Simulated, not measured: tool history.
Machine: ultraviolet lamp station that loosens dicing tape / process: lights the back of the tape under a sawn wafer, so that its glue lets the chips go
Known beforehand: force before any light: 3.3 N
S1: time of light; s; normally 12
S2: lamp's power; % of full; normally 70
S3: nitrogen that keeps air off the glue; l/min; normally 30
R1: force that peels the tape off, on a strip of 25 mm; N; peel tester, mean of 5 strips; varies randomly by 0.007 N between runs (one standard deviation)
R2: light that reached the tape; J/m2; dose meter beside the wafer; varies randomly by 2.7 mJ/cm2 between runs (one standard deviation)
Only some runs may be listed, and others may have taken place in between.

{"run": 1, "hour": 0.0, "S1": 12, "S2": 70, "S3": 30, "R1": 0.249, "R2": 3500}
{"run": 2, "hour": 16.4, "S1": 12, "S2": 70, "S3": 30, "R1": 0.253, "R2": 3500}
{"run": 3, "hour": 28.3, "S1": 12, "S2": 70, "S3": 30, "R1": 0.251, "R2": 3440}
{"run": 4, "hour": 46.1, "S1": 12, "S2": 70, "S3": 30, "R1": 0.239, "R2": 3530}
{"run": 5, "hour": 65.3, "S1": 12, "S2": 70, "S3": 30, "R1": 0.238, "R2": 3560}
{"hour": 76.6, "done": "window cleaned of glue's vapour"}
{"run": 6, "hour": 81.7, "S1": 20, "S2": 70, "S3": 30, "R1": 0.195, "R2": 5800}
{"run": 7, "hour": 98.9, "S1": 20, "S2": 70, "S3": 30, "R1": 0.217, "R2": 5830}
{"run": 8, "hour": 112.4, "S1": 20, "S2": 70, "S3": 30, "R1": 0.209, "R2": 5850}
{"run": 9, "hour": 120.4, "S1": 20, "S2": 70, "S3": 30, "R1": 0.206, "R2": 5840}
{"run": 10, "hour": 135.9, "S1": 12, "S2": 70, "S3": 30, "R1": 0.245, "R2": 3470}
{"run": 11, "hour": 155.2, "S1": 12, "S2": 70, "S3": 10, "R1": 0.326, "R2": 3520}
{"run": 12, "hour": 169.5, "S1": 12, "S2": 70, "S3": 10, "R1": 0.321, "R2": 3490}
{"run": 13, "hour": 178.7, "S1": 12, "S2": 70, "S3": 10, "R1": 0.319, "R2": 3490}
{"run": 14, "hour": 195.7, "S1": 12, "S2": 86, "S3": 30, "R1": 0.222, "R2": 4340}
{"run": 15, "hour": 212.2, "S1": 12, "S2": 81, "S3": 18, "R1": 0.25, "R2": 4040}
{"run": 16, "hour": 222.8, "S1": 12, "S2": 81, "S3": 18, "R1": 0.247, "R2": 4050}
{"run": 17, "hour": 231.9, "S1": 24, "S2": 62, "S3": 30, "R1": 0.204, "R2": 6200}
{"run": 18, "hour": 242.8, "S1": 24, "S2": 91, "S3": 30, "R1": 0.201, "R2": 9200}
{"run": 19, "hour": 260.3, "S1": 24, "S2": 74, "S3": 26, "R1": 0.201, "R2": 7430}
{"run": 20, "hour": 274.5, "S1": 24, "S2": 74, "S3": 26, "R1": 0.196, "R2": 7400}
{"run": 21, "hour": 284.9, "S1": 13, "S2": 63, "S3": 26, "R1": 0.26, "R2": 3420}
{"run": 22, "hour": 299.8, "S1": 13, "S2": 77, "S3": 38, "R1": 0.229, "R2": 4220}
{"run": 23, "hour": 312.4, "S1": 12, "S2": 87, "S3": 11, "R1": 0.266, "R2": 4360}
{"run": 24, "hour": 328.2, "S1": 12, "S2": 87, "S3": 11, "R1": 0.245, "R2": 4390}

Below are 3 alternative next runs, each starting from the tool's condition after run 24. Predict each:
{"run": "A", "hour": 341.7, "S1": 12, "S2": 94, "S3": 19, "R1": "?", "R2": "?"}
{"run": "B", "hour": 341.7, "S1": 15, "S2": 70, "S3": 30, "R1": "?", "R2": "?"}
{"run": "C", "hour": 341.7, "S1": 12, "S2": 72, "S3": 39, "R1": "?", "R2": "?"}

run=A R1=0.219 R2=4720
run=B R1=0.22 R2=4380
run=C R1=0.243 R2=3640
The same runs, with their run-to-run variation unchanged, on a tool lacking any hidden condition would have given:
run=A R1=0.219 R2=4720
run=B R1=0.22 R2=4380
run=C R1=0.243 R2=3650

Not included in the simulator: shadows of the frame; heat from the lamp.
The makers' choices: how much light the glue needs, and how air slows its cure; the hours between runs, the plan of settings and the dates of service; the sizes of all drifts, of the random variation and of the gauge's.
